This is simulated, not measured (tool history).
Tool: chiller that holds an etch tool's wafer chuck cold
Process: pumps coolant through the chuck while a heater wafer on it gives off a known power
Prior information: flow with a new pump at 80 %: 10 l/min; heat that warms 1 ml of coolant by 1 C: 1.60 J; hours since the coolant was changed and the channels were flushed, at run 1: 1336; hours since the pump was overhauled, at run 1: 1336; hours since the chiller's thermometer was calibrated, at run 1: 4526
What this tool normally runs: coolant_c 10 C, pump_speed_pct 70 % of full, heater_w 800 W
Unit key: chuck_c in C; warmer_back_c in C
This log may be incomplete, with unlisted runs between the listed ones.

| run | hour | coolant_c | pump_speed_pct | heater_w | hours since the coolant was changed and the channels were flushed | hours since the pump was overhauled | hours since the chiller's thermometer was calibrated | chuck_c | warmer_back_c |
|---|---|---|---|---|---|---|---|---|---|
| 1 | 0 | 10 | 70 | 800 | 1336 | 1336 | 4526 | 18.6 | 3.51 |
| 2 | 137.9 | 10 | 70 | 537 | 1474 | 1474 | 4664 | 15.9 | 2.34 |
| 3 | 254.7 | 10 | 70 | 829 | 1591 | 1591 | 4781 | 18.9 | 3.67 |
| 4 | 332.7 | 10 | 70 | 829 | 1669 | 1669 | 4859 | 19.1 | 3.65 |
| 5 | 417.7 | 12 | 70 | 800 | 1754 | 1754 | 4944 | 20.6 | 3.51 |
| 6 | 552.8 | 10 | 70 | 800 | 1889 | 1889 | 5079 | 18.5 | 3.53 |
| 7 | 665.6 | 10 | 70 | 800 | 2001 | 2001 | 5192 | 18.8 | 3.52 |
| 8 | 757 | 11 | 70 | 800 | 2093 | 2093 | 5283 | 19.9 | 3.49 |
| 9 | 864 | 11 | 70 | 800 | 2200 | 2200 | 5390 | 19.7 | 3.57 |
| 10 | 941.9 | 11 | 70 | 800 | 2278 | 2278 | 5468 | 19.8 | 3.54 |
| 11 | 1014.2 | 11 | 70 | 800 | 2350 | 2350 | 5541 | 19.6 | 3.55 |
| 12 | 1088.1 | 11 | 70 | 800 | 2424 | 2424 | 5614 | 19.7 | 3.54 |
|  | 1127.2 | chiller's thermometer calibrated |
| 13 | 1176.5 | 11 | 70 | 800 | 2511 | 2511 | 49 | 19.8 | 3.55 |
| 14 | 1278 | 10 | 70 | 800 | 2613 | 2613 | 151 | 18.7 | 3.55 |
| 15 | 1336.8 | 10 | 96 | 800 | 2672 | 2672 | 210 | 16.9 | 2.56 |
| 16 | 1457.9 | 10 | 96 | 800 | 2793 | 2793 | 331 | 16.9 | 2.52 |
| 17 | 1545 | 10 | 96 | 800 | 2880 | 2880 | 418 | 17 | 2.52 |
| 18 | 1657.5 | 10 | 70 | 695 | 2992 | 2992 | 530 | 17.6 | 3.04 |
| 19 | 1767.7 | 16 | 70 | 770 | 3103 | 3103 | 641 | 24.3 | 3.42 |
| 20 | 1858.9 | 10 | 64 | 1086 | 3194 | 3194 | 732 | 22.6 | 5.37 |
| 21 | 1925.1 | 10 | 64 | 1086 | 3260 | 3260 | 798 | 22.7 | 5.38 |
| 22 | 2026.5 | 4 | 77 | 466 | 3361 | 3361 | 899 | 8.7 | 1.92 |
| 23 | 2132.8 | 4 | 77 | 833 | 3468 | 3468 | 1006 | 12.4 | 3.38 |
| 24 | 2210.3 | 10 | 76 | 1135 | 3545 | 3545 | 1083 | 21.7 | 4.6 |
| 25 | 2305.8 | 10 | 70 | 414 | 3641 | 3641 | 1179 | 14.6 | 1.91 |
| 26 | 2425.1 | 18 | 70 | 691 | 3760 | 3760 | 1298 | 25.5 | 3.15 |
| 27 | 2533.7 | 10 | 72 | 800 | 3869 | 3869 | 1407 | 18.5 | 3.53 |
| 28 | 2646.3 | 10 | 65 | 1125 | 3981 | 3981 | 1519 | 23 | 5.45 |

Results per run with the tool's hidden condition removed, run-to-run variation unchanged:
The tool's hidden condition here consists of: heat passed by the chuck's channels, % of clean ones'; flow at a given pump speed, % of a new pump's; coolant's true temperature over the reading, C; drift of the gauge itself on chuck_c, C; drift of the gauge itself on warmer_back_c, C.
| run | warmer_back_c |
|---|---|
| 1 | 3.51 |
| 2 | 2.33 |
| 3 | 3.66 |
| 4 | 3.63 |
| 5 | 3.49 |
| 6 | 3.5 |
| 7 | 3.48 |
| 8 | 3.45 |
| 9 | 3.52 |
| 10 | 3.49 |
| 11 | 3.49 |
| 12 | 3.48 |
| 13 | 3.49 |
| 14 | 3.48 |
| 15 | 2.48 |
| 16 | 2.44 |
| 17 | 2.44 |
| 18 | 2.95 |
| 19 | 3.33 |
| 20 | 5.27 |
| 21 | 5.27 |
| 22 | 1.81 |
| 23 | 3.26 |
| 24 | 4.48 |
| 25 | 1.79 |
| 26 | 3.02 |
| 27 | 3.39 |
| 28 | 5.3 |
chuck_c: within 0.1 C of the measured result in every run.
